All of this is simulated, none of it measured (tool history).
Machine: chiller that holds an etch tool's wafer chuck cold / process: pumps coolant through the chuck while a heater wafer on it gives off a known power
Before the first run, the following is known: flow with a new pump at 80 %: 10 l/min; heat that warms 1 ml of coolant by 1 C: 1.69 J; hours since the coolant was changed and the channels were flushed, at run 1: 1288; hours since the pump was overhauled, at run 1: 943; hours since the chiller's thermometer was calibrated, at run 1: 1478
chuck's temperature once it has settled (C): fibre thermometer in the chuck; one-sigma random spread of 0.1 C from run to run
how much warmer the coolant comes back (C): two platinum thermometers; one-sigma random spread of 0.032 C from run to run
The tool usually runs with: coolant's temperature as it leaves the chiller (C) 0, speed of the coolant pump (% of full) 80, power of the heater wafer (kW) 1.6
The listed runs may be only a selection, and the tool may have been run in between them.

run,hour,coolant's temperature as it leaves the chiller (C),speed of the coolant pump (% of full),power of the heater wafer (kW),hours since the coolant was changed and the channels were flushed,hours since the pump was overhauled,hours since the chiller's thermometer was calibrated,chuck's temperature once it has settled (C),how much warmer the coolant comes back (C)
1,0,0,80,1.6,1288,943,1478,17.2,5.71
2,30.4,0,80,1.6,1319,974,1508,17.1,5.71
3,62.1,0,80,1.6,1350,1005,1540,17.3,5.76
4,96.7,0,80,1.6,1385,1040,1575,17.3,5.73
5,122.6,0,80,1.6,1411,1066,1601,17.3,5.69
6,152.1,0,80,1.6,1440,1095,1630,17.3,5.69
7,167.2,0,80,1.6,1455,1110,1645,17.3,5.69
8,184.6,0,80,1.6,1473,1128,1663,17.1,5.69
9,209.2,0,80,1.36,1497,1152,1687,14.8,4.92
10,235.7,0,80,1.6,1524,1179,1714,17.4,5.73
11,267.2,0,80,1.6,1555,1210,1745,17.4,5.7
12,301.2,0,80,1.6,1589,1244,1779,17.4,5.72
13,329.7,0,80,1.6,1618,1273,1808,17.6,5.73
14,349.9,5,84,1.6,1638,1293,1828,21.7,5.47
15,385.9,-9,80,1.6,1674,1329,1864,8.5,5.78
16,405.5,-9,80,1.6,1694,1349,1883,8.7,5.8
17,432.7,4,98,1.6,1721,1376,1911,18.6,4.68
18,466.1,2,80,1.093,1754,1409,1944,14.1,3.88
19,484.9,-1,80,1.093,1773,1428,1963,11.2,3.91
20,500.4,-1,66,1.154,1789,1444,1978,14.2,5
21,518.3,-7,100,1.93,1807,1462,1996,10.2,5.55
22,546,6,75,1.085,1834,1489,2024,18.6,4.19
23,578,6,83,1.752,1866,1521,2056,24.8,6.06
24,601.1,6,83,1.752,1889,1544,2079,24.7,6.09
25,634.1,0,87,1.126,1922,1577,2112,11.6,3.74
26,655.9,4,80,1.126,1944,1599,2134,16.6,4.03

Some steps in chuck's temperature once it has settled (C), run to run, broken into two amounts with sign: the step expected even without the hidden condition (settings, incoming material, random variation), and the rest, left for the hidden condition together with whatever gauge scatter is not in both the measured and the hidden-condition-free result:
Unlogged tool condition in this case: heat passed by the chuck's channels, % of clean ones'; flow at a given pump speed, % of a new pump's; coolant's true temperature over the reading, C; drift of the gauge itself on chuck_c, C; drift of the gauge itself on warmer_back_c, C.
Run 14 -> 15: coolant's temperature as it leaves the chiller (C) 5 -> -9, speed of the coolant pump (% of full) 84 -> 80. chuck's temperature once it has settled (C) -13.2: hidden state +0.1, all else -13.3.
Run 22 -> 23: speed of the coolant pump (% of full) 75 -> 83, power of the heater wafer (kW) 1.085 -> 1.752. chuck's temperature once it has settled (C) +6.2: hidden state +0.6, all else +5.6.
Run 24 -> 25: coolant's temperature as it leaves the chiller (C) 6 -> 0, speed of the coolant pump (% of full) 83 -> 87, power of the heater wafer (kW) 1.752 -> 1.126. chuck's temperature once it has settled (C) -13.1: hidden state -0.5, all else -12.6.

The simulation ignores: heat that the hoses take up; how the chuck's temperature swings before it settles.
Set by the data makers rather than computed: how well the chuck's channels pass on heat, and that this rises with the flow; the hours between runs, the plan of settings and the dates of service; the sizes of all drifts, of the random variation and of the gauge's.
